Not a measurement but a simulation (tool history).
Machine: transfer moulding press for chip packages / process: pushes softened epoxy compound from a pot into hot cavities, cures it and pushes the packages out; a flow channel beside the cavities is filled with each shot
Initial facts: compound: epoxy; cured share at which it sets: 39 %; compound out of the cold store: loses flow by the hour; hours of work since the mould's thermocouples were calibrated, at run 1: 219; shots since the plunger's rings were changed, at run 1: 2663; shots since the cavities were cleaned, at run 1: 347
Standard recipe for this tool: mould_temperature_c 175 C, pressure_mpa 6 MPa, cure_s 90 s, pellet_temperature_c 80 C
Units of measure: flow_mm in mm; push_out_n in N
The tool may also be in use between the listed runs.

run,hour,mould_temperature_c,pressure_mpa,cure_s,pellet_temperature_c,hours of work since the mould's thermocouples were calibrated,shots since the plunger's rings were changed,shots since the cavities were cleaned,incoming compound's hours out of the cold store,flow_mm,push_out_n
1,0,175,6,90,80,219,2663,347,11.2,824,496
# hour 6.9: cavities cleaned with cleaning compound and waxed
# hour 41: cavities cleaned with cleaning compound and waxed
2,47.4,175,6,90,80,252,3272,88,47.8,676,407
# hour 78.9: cavities cleaned with cleaning compound and waxed
3,97.4,175,6,90,80,289,3936,254,19.7,799,481
# hour 111.3: cavities cleaned with cleaning compound and waxed
# hour 143.7: cavities cleaned with cleaning compound and waxed
# hour 175.9: cavities cleaned with cleaning compound and waxed, once more
4,198.1,175,6,90,80,362,5254,304,35.1,716,477
# hour 206.9: cavities cleaned with cleaning compound and waxed
# hour 239.5: cavities cleaned with cleaning compound and waxed
# hour 271.4: cavities cleaned with cleaning compound and waxed
# hour 281.3: plunger's sealing rings changed
5,289.8,168,6,90,80,426,117,218,31.7,771,656
# hour 308.1: cavities cleaned with cleaning compound and waxed
# hour 342.4: cavities cleaned with cleaning compound and waxed
# hour 376: mould's thermocouples calibrated
# hour 377.5: cavities cleaned with cleaning compound and waxed
6,377.5,175,6,90,80,0,1229,0,39.1,721,370
# hour 409.5: cavities cleaned with cleaning compound and waxed
# hour 440.9: cavities cleaned with cleaning compound and waxed
# hour 473.5: cavities cleaned with cleaning compound and waxed
7,473.6,173,6,90,80,69,2484,1,16.8,813,448
# hour 504.9: cavities cleaned with cleaning compound and waxed
# hour 537.8: cavities cleaned with cleaning compound and waxed
# hour 568.9: cavities cleaned with cleaning compound and waxed
8,581.8,173,6,90,80,147,3905,176,24.5,760,507
# hour 604.6: cavities cleaned with cleaning compound and waxed
# hour 636.8: cavities cleaned with cleaning compound and waxed
9,645.3,173,6,90,80,193,4735,117,17,788,487
# hour 668.7: cavities cleaned with cleaning compound and waxed
# hour 704.5: cavities cleaned with cleaning compound and waxed
# hour 737.8: cavities cleaned with cleaning compound and waxed
10,737.8,173,6,83,80,260,5941,0,41.9,668,512
# hour 768: plunger's sealing rings changed
# hour 776.8: cavities cleaned with cleaning compound and waxed
# hour 810.3: cavities cleaned with cleaning compound and waxed
11,821.7,173,6,83,80,319,694,155,45.8,709,566
# hour 842.2: cavities cleaned with cleaning compound and waxed
# hour 873.1: cavities cleaned with cleaning compound and waxed
12,876.2,175,6,90,80,358,1401,43,38.1,726,410
# hour 907.1: cavities cleaned with cleaning compound and waxed
13,930.5,182,6,90,80,398,2124,321,17.9,799,422
# hour 943: cavities cleaned with cleaning compound and waxed
# hour 979.1: cavities cleaned with cleaning compound and waxed
14,991.3,182,6,90,80,441,2916,168,39.8,702,366
# hour 1012.8: cavities cleaned with cleaning compound and waxed
# hour 1045.1: cavities cleaned with cleaning compound and waxed
# hour 1061.6: mould's thermocouples calibrated
# hour 1083.5: cavities cleaned with cleaning compound and waxed
15,1091,182,6,90,80,21,4194,104,20,766,352
# hour 1118.3: cavities cleaned with cleaning compound and waxed
16,1139,175,6,118,77,56,4831,284,28.9,747,392
# hour 1155.2: cavities cleaned with cleaning compound and waxed
# hour 1189.9: cavities cleaned with cleaning compound and waxed
17,1215.6,171,6.78,92,72,112,5840,353,29.4,781,587
# hour 1224.1: cavities cleaned with cleaning compound and waxed
# hour 1256.1: plunger's sealing rings changed
# hour 1257.6: cavities cleaned with cleaning compound and waxed
# hour 1288.5: cavities cleaned with cleaning compound and waxed
18,1312.5,171,4.97,76,87,180,733,329,19.1,739,921
# hour 1319.8: cavities cleaned with cleaning compound and waxed
# hour 1351.1: cavities cleaned with cleaning compound and waxed
# hour 1387.5: cavities cleaned with cleaning compound and waxed
19,1405.8,175,5.25,86,80,247,1949,250,40.2,663,516
# hour 1421.5: cavities cleaned with cleaning compound and waxed
# hour 1459.3: cavities cleaned with cleaning compound and waxed
# hour 1494.2: cavities cleaned with cleaning compound and waxed
20,1510.6,180,5.25,86,80,322,3324,225,47.3,626,406
# hour 1530.2: cavities cleaned with cleaning compound and waxed
# hour 1563.8: cavities cleaned with cleaning compound and waxed
21,1582.1,181,4.62,86,80,374,4263,251,18.9,686,414
# hour 1596.4: cavities cleaned with cleaning compound and waxed
# hour 1632.1: cavities cleaned with cleaning compound and waxed
# hour 1665.7: cavities cleaned with cleaning compound and waxed
22,1666.3,181,4.87,86,80,434,5355,8,28.7,661,350
# hour 1700: cavities cleaned with cleaning compound and waxed
# hour 1736.8: cavities cleaned with cleaning compound and waxed
# hour 1746.1: mould's thermocouples calibrated
# hour 1748.6: plunger's sealing rings changed
23,1760.3,181,4.87,86,80,9,160,260,21.5,725,421

Forecast each of these 3 alternatives for the next run:
# hour 1774.3: cavities cleaned with cleaning compound and waxed
# hour 1811.9: cavities cleaned with cleaning compound and waxed
A,1831.5,175,4.63,116,80,60,1094,269,35.7,?,?
# hour 1774.3: cavities cleaned with cleaning compound and waxed
# hour 1811.9: cavities cleaned with cleaning compound and waxed
B,1831.5,178,6,90,80,60,1094,269,27.6,?,?
# hour 1774.3: cavities cleaned with cleaning compound and waxed
# hour 1811.9: cavities cleaned with cleaning compound and waxed
C,1831.5,175,6,93,87,60,1094,269,29.7,?,?

run,flow_mm,push_out_n
A,648,387
B,762,439
C,770,443
What these runs would have given with no unlogged condition in the tool:
run,flow_mm,push_out_n
A,655,302
B,771,343
C,778,346

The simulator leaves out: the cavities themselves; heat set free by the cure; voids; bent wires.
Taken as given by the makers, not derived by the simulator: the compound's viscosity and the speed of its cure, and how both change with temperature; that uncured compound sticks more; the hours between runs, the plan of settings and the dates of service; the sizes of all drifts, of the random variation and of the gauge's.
